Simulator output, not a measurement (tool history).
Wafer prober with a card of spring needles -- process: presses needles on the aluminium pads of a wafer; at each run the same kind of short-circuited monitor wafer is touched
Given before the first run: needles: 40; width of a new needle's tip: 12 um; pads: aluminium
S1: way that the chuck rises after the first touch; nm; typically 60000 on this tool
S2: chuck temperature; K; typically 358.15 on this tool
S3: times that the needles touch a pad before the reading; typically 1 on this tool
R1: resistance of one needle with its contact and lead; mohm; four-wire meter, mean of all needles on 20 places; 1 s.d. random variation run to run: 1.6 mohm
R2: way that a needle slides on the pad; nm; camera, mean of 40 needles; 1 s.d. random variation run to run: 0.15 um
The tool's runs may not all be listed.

run   hour     S1      S2  S3   R1     R2
  1      0  60000  358.15   1  190  15080
       1.9  -- tips cleaned on abrasive film
       6.4  -- tips cleaned on abrasive film
  2    8.7  60000  358.15   1  198  15010
      11.1  -- tips cleaned on abrasive film
      15.4  -- tips cleaned on abrasive film
  3   16.7  60000  358.15   1  184  15190
        20  -- tips cleaned on abrasive film
      24.6  -- tips cleaned on abrasive film
  4     25  60000  301.15   1  158  14810
      29.1  -- tips cleaned on abrasive film
  5     33  53000  358.15   1  230  13120
      33.9  -- tips cleaned on abrasive film
      38.4  -- tips cleaned on abrasive film
      42.7  -- tips cleaned on abrasive film
  6   43.7  60000  358.15   1  184  15100
      47.2  -- tips cleaned on abrasive film
  7   49.9  60000  358.15   1  200  14960
      51.3  -- tips cleaned on abrasive film
      53.1  -- tips cleaned on abrasive film, once more
      57.2  -- tips cleaned on abrasive film
  8   57.5  60000  358.15   1  168  14840
      61.5  -- tips cleaned on abrasive film
      65.6  -- tips cleaned on abrasive film
  9   65.6  60000  358.15   1  165  14710
      70.2  -- tips cleaned on abrasive film
 10   72.3  64000  358.15   1  193  15790
      75.2  -- tips cleaned on abrasive film
      79.9  -- tips cleaned on abrasive film
 11   79.9  64000  358.15   1  164  15880
      84.3  -- tips cleaned on abrasive film
      88.6  -- tips cleaned on abrasive film
 12   89.1  64000  358.15   1  172  15710
        93  -- tips cleaned on abrasive film
 13   93.6  64000  358.15   1  171  15820
      97.5  -- tips cleaned on abrasive film
 14  101.2  64000  358.15   1  211  15460
     101.8  -- tips cleaned on abrasive film
     106.3  -- tips cleaned on abrasive film
 15    109  60000  300.15   1  204  14770
     110.9  -- tips cleaned on abrasive film
     111.9  -- height of the first contact set anew
     115.6  -- tips cleaned on abrasive film
 16  116.1  60000  300.15   1  157  16480
       120  -- tips cleaned on abrasive film
     124.1  -- tips cleaned on abrasive film
 17  126.2  60000  300.15   1  182  16540
     128.3  -- tips cleaned on abrasive film
     132.5  -- tips cleaned on abrasive film
 18  134.6  70000  358.15   1  177  19190
       137  -- tips cleaned on abrasive film
     141.4  -- tips cleaned on abrasive film
 19  142.4  70000  358.15   1  174  19320
       146  -- tips cleaned on abrasive film
 20    148  51000  358.15   1  209  13900
     150.5  -- tips cleaned on abrasive film
 21  153.8  51000  358.15   1  225  13710
     154.9  -- tips cleaned on abrasive film
     159.6  -- tips cleaned on abrasive film
 22  163.3  49000  358.15   2  205  13360
     164.1  -- tips cleaned on abrasive film
     168.8  -- tips cleaned on abrasive film
 23  170.7  49000  358.15   2  193  13210
     173.6  -- tips cleaned on abrasive film
     178.3  -- tips cleaned on abrasive film
 24    179  56000  358.15   2  171  15140
     183.3  -- tips cleaned on abrasive film
 25  187.3  49000  338.15   1  242  13100
       188  -- tips cleaned on abrasive film
     192.4  -- tips cleaned on abrasive film
 26  193.1  49000  338.15   1  182  13130
     197.1  -- tips cleaned on abrasive film
       202  -- tips cleaned on abrasive film
 27  202.5  65000  344.15   1  164  17710
     206.5  -- tips cleaned on abrasive film
 28  209.9  65000  344.15   1  192  17610
     210.7  -- tips cleaned on abrasive film
     214.9  -- tips cleaned on abrasive film
 29  217.8  78000  358.15   2  168  21020
     219.5  -- tips cleaned on abrasive film
 30  222.2  43000  358.15   1  259  11340
     223.8  -- tips cleaned on abrasive film
     228.1  -- tips cleaned on abrasive film
 31  231.6  43000  358.15   1  269  11420
       233  -- tips cleaned on abrasive film
     237.2  -- tips cleaned on abrasive film
 32  239.8  46000  306.15   2  203  12360

For some of the steps in R1 from one run to the next: how much would appear even if the tool had no hidden state, given the settings, what came in and random variation, and how much remains for the hidden state plus any gauge scatter that the measured result and the result without hidden state don't share?
The tool's hidden condition here consists of: debris on the tips, nm; way that the needles fall short of the set height, um; tips' diameter, um; drift of the gauge itself on contact_mohm, %; drift of the gauge itself on scrub_um, %.
Run 4 -> 5: S1 60000 -> 53000, S2 301.15 -> 358.15, tips cleaned on abrasive film. R1 +72 mohm: hidden state +59, all else +13.
Run 24 -> 25: S1 56000 -> 49000, S2 358.15 -> 338.15, S3 2 -> 1, tips cleaned on abrasive film. R1 +71 mohm: hidden state +70, all else +1.
Run 29 -> 30: S1 78000 -> 43000, S3 2 -> 1, tips cleaned on abrasive film. R1 +91 mohm: hidden state +80, all else +11.
